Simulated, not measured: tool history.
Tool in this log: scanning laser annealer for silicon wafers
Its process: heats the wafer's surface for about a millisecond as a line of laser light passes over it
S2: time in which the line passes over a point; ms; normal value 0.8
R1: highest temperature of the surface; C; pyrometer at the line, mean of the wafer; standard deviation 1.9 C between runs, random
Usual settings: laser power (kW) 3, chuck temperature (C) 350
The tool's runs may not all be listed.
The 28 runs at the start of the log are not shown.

Run 29, day 77.2: usual settings but laser power (kW) 2.897, S2 0.697 ms, chuck temperature (C) 376. Result: R1 1085 C.
Run 30, day 78.879: usual settings but chuck temperature (C) 348. Result: R1 1151 C.
Run 31, day 81.554: usual settings but chuck temperature (C) 348. Result: R1 1145 C.
Run 32, day 83.888: usual settings but S2 0.611 ms, chuck temperature (C) 351. Result: R1 1034 C.
Run 33, day 85.846: usual settings but S2 0.611 ms, chuck temperature (C) 351. Result: R1 1034 C.
At day 89.429: window over the wafer cleaned.
Run 34, day 89.525: usual settings but laser power (kW) 3.275, S2 0.647 ms, chuck temperature (C) 385. Result: R1 1175 C.
Run 35, day 93.146: usual settings but laser power (kW) 2.606, S2 0.838 ms, chuck temperature (C) 320. Result: R1 1009 C.
Run 36, day 95.879: usual settings but laser power (kW) 2.606, S2 0.902 ms, chuck temperature (C) 320. Result: R1 1042 C.
Run 37, day 99.488: usual settings but laser power (kW) 2.606, S2 0.738 ms, chuck temperature (C) 360. Result: R1 996 C.
Run 38, day 102.642: usual settings but laser power (kW) 2.606, S2 0.92 ms, chuck temperature (C) 360. Result: R1 1090 C.
Run 39, day 105.9: usual settings but laser power (kW) 3.297, S2 0.65 ms, chuck temperature (C) 378. Result: R1 1175 C.
Run 40, day 108.733: usual settings but laser power (kW) 3.059, S2 0.896 ms, chuck temperature (C) 365. Result: R1 1242 C.

Alternative continuations, all from the tool just after run 40; predict every row:
Run A, day 110.833: usual settings but laser power (kW) 3.223, S2 0.59 ms, chuck temperature (C) 317. Result: R1 ?.
Run B, day 110.833: usual settings but S2 0.979 ms. Result: R1 ?.
Run C, day 110.833: usual settings but laser power (kW) 3.016, S2 0.753 ms, chuck temperature (C) 365. Result: R1 ?.
Run D, day 110.833: usual settings but laser power (kW) 2.941, S2 0.896 ms, chuck temperature (C) 365. Result: R1 ?.
Run E, day 110.833: usual settings but laser power (kW) 3.279, S2 0.896 ms, chuck temperature (C) 365. Result: R1 ?.

run    R1
  A  1048
  B  1255
  C  1144
  D  1200
  E  1328
Had the tool no hidden state, the same runs would have come out as:
run    R1
  A  1048
  B  1255
  C  1144
  D  1200
  E  1328
